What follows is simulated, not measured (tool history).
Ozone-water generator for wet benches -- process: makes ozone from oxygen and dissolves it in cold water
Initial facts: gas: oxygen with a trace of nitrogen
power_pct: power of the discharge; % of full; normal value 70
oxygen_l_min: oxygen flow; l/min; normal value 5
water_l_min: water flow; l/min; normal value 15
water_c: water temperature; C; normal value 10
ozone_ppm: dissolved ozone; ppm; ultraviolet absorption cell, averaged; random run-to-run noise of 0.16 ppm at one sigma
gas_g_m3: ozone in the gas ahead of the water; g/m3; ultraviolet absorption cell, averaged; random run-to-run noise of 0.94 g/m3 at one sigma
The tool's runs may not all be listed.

run 1 hour=0 | power_pct=70 oxygen_l_min=5 water_l_min=15 water_c=10 | ozone_ppm=19.8 gas_g_m3=158.8
run 2 hour=27.4 | power_pct=70 oxygen_l_min=5 water_l_min=23 water_c=10 | ozone_ppm=13.3 gas_g_m3=159.1
run 3 hour=60.8 | power_pct=70 oxygen_l_min=5 water_l_min=23 water_c=10 | ozone_ppm=13.2 gas_g_m3=158.6
run 4 hour=96.2 | power_pct=70 oxygen_l_min=5 water_l_min=15 water_c=9 | ozone_ppm=20.3 gas_g_m3=160.9
run 5 hour=135 | power_pct=70 oxygen_l_min=5 water_l_min=15 water_c=18 | ozone_ppm=17.9 gas_g_m3=160.7
run 6 hour=182.5 | power_pct=70 oxygen_l_min=5 water_l_min=15 water_c=18 | ozone_ppm=17.8 gas_g_m3=161.2
run 7 hour=227.8 | power_pct=70 oxygen_l_min=5 water_l_min=15 water_c=10 | ozone_ppm=19.9 gas_g_m3=158.6
run 8 hour=249.6 | power_pct=70 oxygen_l_min=5 water_l_min=15 water_c=10 | ozone_ppm=20.1 gas_g_m3=158.7
run 9 hour=279.2 | power_pct=43 oxygen_l_min=5 water_l_min=15 water_c=10 | ozone_ppm=12.7 gas_g_m3=102
run 10 hour=306.5 | power_pct=43 oxygen_l_min=5 water_l_min=15 water_c=10 | ozone_ppm=12.7 gas_g_m3=101.6
run 11 hour=348.4 | power_pct=43 oxygen_l_min=5 water_l_min=15 water_c=10 | ozone_ppm=12.7 gas_g_m3=102.7
run 12 hour=377.7 | power_pct=43 oxygen_l_min=5 water_l_min=15 water_c=10 | ozone_ppm=12.5 gas_g_m3=101.9
run 13 hour=422.4 | power_pct=53 oxygen_l_min=5 water_l_min=15 water_c=10 | ozone_ppm=15.5 gas_g_m3=123.5
run 14 hour=469.1 | power_pct=53 oxygen_l_min=5 water_l_min=15 water_c=10 | ozone_ppm=15.2 gas_g_m3=123.4
run 15 hour=493 | power_pct=53 oxygen_l_min=5 water_l_min=15 water_c=10 | ozone_ppm=15.5 gas_g_m3=122.3
run 16 hour=527.6 | power_pct=53 oxygen_l_min=5 water_l_min=15 water_c=10 | ozone_ppm=15.5 gas_g_m3=123.9
run 17 hour=574 | power_pct=41 oxygen_l_min=5 water_l_min=17 water_c=10 | ozone_ppm=10.9 gas_g_m3=97.3
run 18 hour=603.9 | power_pct=41 oxygen_l_min=5 water_l_min=17 water_c=10 | ozone_ppm=10.7 gas_g_m3=97.5
run 19 hour=648 | power_pct=70 oxygen_l_min=7.23 water_l_min=15 water_c=15 | ozone_ppm=17.7 gas_g_m3=127.2
run 20 hour=693.7 | power_pct=70 oxygen_l_min=7.23 water_l_min=15 water_c=15 | ozone_ppm=17.6 gas_g_m3=127.7
run 21 hour=715.5 | power_pct=70 oxygen_l_min=7.23 water_l_min=15 water_c=15 | ozone_ppm=17.7 gas_g_m3=129.3
run 22 hour=745.6 | power_pct=70 oxygen_l_min=7.23 water_l_min=15 water_c=15 | ozone_ppm=17.7 gas_g_m3=126.9
run 23 hour=797.6 | power_pct=70 oxygen_l_min=5 water_l_min=11 water_c=13 | ozone_ppm=25 gas_g_m3=158.7
run 24 hour=837.9 | power_pct=97 oxygen_l_min=4.98 water_l_min=11 water_c=8 | ozone_ppm=35.9 gas_g_m3=216.7
run 25 hour=883 | power_pct=97 oxygen_l_min=4.98 water_l_min=11 water_c=8 | ozone_ppm=36.3 gas_g_m3=216
run 26 hour=914.3 | power_pct=97 oxygen_l_min=4.98 water_l_min=11 water_c=8 | ozone_ppm=36.4 gas_g_m3=215.8
run 27 hour=962.4 | power_pct=97 oxygen_l_min=4.98 water_l_min=11 water_c=8 | ozone_ppm=36.4 gas_g_m3=218.3
run 28 hour=994.2 | power_pct=70 oxygen_l_min=8.05 water_l_min=15 water_c=5 | ozone_ppm=20.9 gas_g_m3=119.2
run 29 hour=1040.6 | power_pct=58 oxygen_l_min=2.84 water_l_min=9 water_c=5 | ozone_ppm=28.4 gas_g_m3=188.7
run 30 hour=1086.9 | power_pct=73 oxygen_l_min=4.55 water_l_min=16 water_c=14 | ozone_ppm=18.6 gas_g_m3=175
run 31 hour=1137.7 | power_pct=73 oxygen_l_min=8.56 water_l_min=16 water_c=6 | ozone_ppm=19.8 gas_g_m3=119.3
run 32 hour=1159.4 | power_pct=80 oxygen_l_min=5 water_l_min=24 water_c=10 | ozone_ppm=14.1 gas_g_m3=180.4

Branching from run 32: 3 alternative next runs. What would each branch give?
run A hour=1205.7 | power_pct=78 oxygen_l_min=5 water_l_min=15 water_c=10 | ozone_ppm=? gas_g_m3=?
run B hour=1205.7 | power_pct=63 oxygen_l_min=5 water_l_min=9 water_c=10 | ozone_ppm=? gas_g_m3=?
run C hour=1205.7 | power_pct=51 oxygen_l_min=5 water_l_min=17 water_c=10 | ozone_ppm=? gas_g_m3=?

run=A ozone_ppm=22.3 gas_g_m3=176.1
run=B ozone_ppm=27.2 gas_g_m3=145.2
run=C ozone_ppm=13.3 gas_g_m3=118.8
Without the tool's hidden state the same runs would have given:
run=A ozone_ppm=22.3 gas_g_m3=176.2
run=B ozone_ppm=27.3 gas_g_m3=145.3
run=C ozone_ppm=13.4 gas_g_m3=118.8

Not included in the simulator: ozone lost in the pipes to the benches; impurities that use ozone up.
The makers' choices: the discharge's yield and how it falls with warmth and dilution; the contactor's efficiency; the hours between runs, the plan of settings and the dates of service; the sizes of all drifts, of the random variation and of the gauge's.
